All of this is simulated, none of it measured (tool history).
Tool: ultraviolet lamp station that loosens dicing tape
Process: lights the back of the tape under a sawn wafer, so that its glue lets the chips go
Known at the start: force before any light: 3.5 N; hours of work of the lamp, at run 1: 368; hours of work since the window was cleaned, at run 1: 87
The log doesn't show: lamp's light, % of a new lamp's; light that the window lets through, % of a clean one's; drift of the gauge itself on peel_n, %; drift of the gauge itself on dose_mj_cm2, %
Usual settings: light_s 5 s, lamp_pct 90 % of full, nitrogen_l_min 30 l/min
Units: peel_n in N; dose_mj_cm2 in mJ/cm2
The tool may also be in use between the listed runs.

| run | hour | light_s | lamp_pct | nitrogen_l_min | hours of work of the lamp | hours of work since the window was cleaned | peel_n | dose_mj_cm2 |
|---|---|---|---|---|---|---|---|---|
| 1 | 0 | 5 | 90 | 30 | 368 | 87 | 0.357 | 570 |
| 2 | 46.3 | 5 | 90 | 30 | 402 | 120 | 0.353 | 569 |
| 3 | 84.5 | 5 | 90 | 30 | 430 | 148 | 0.353 | 567 |
| 4 | 131.3 | 5 | 90 | 30 | 464 | 182 | 0.363 | 569 |
| 5 | 174.7 | 5 | 71 | 30 | 495 | 214 | 0.524 | 455 |
| 6 | 196.6 | 5 | 71 | 30 | 511 | 230 | 0.483 | 450 |
| 7 | 243.4 | 6 | 71 | 30 | 545 | 264 | 0.376 | 541 |
| 8 | 272.9 | 5 | 69 | 30 | 567 | 285 | 0.525 | 437 |
| 9 | 293.2 | 5 | 69 | 30 | 581 | 300 | 0.508 | 436 |
| 10 | 326.9 | 5 | 69 | 30 | 606 | 325 | 0.522 | 434 |
| 11 | 350.1 | 5 | 69 | 30 | 623 | 342 | 0.517 | 437 |
| 12 | 373.7 | 5 | 69 | 14 | 640 | 359 | 0.766 | 436 |
| 13 | 412.8 | 5 | 90 | 30 | 669 | 387 | 0.344 | 565 |
| 14 | 455.1 | 5 | 90 | 30 | 699 | 418 | 0.354 | 572 |
| 15 | 482.1 | 5 | 90 | 30 | 719 | 438 | 0.35 | 573 |
| 16 | 523.4 | 8 | 90 | 30 | 749 | 468 | 0.196 | 910 |
|  | 559.9 | window cleaned of glue's vapour |
| 17 | 567 | 5 | 90 | 30 | 780 | 5 | 0.354 | 568 |
| 18 | 590.4 | 5 | 90 | 30 | 798 | 22 | 0.367 | 575 |
| 19 | 617.1 | 5 | 90 | 14 | 817 | 42 | 0.537 | 572 |
| 20 | 649.6 | 7 | 63 | 26 | 841 | 65 | 0.399 | 559 |
| 21 | 677.2 | 8 | 61 | 29 | 861 | 85 | 0.31 | 616 |
| 22 | 697.8 | 8 | 61 | 29 | 876 | 100 | 0.305 | 615 |
| 23 | 724.6 | 8 | 61 | 29 | 895 | 120 | 0.32 | 621 |
| 24 | 745.2 | 2 | 90 | 17 | 910 | 135 | 1.452 | 226 |
| 25 | 791.4 | 4 | 77 | 18 | 944 | 169 | 0.784 | 391 |
| 26 | 816.1 | 4 | 77 | 18 | 962 | 187 | 0.774 | 391 |
| 27 | 854.8 | 3 | 82 | 27 | 990 | 215 | 0.9 | 307 |
| 28 | 900.2 | 3 | 82 | 27 | 1023 | 248 | 0.891 | 310 |
| 29 | 938.6 | 3 | 70 | 27 | 1051 | 276 | 1.084 | 268 |

Forecast run 30:
| 30 | 970 | 3 | 70 | 27 | 1074 | 299 | ? | ? |

{"run 30": {"peel_n": 1.089, "dose_mj_cm2": 262}}
Without the tool's hidden state the same run would have given peel_n 1.087 N, dose_mj_cm2 262 mJ/cm2.
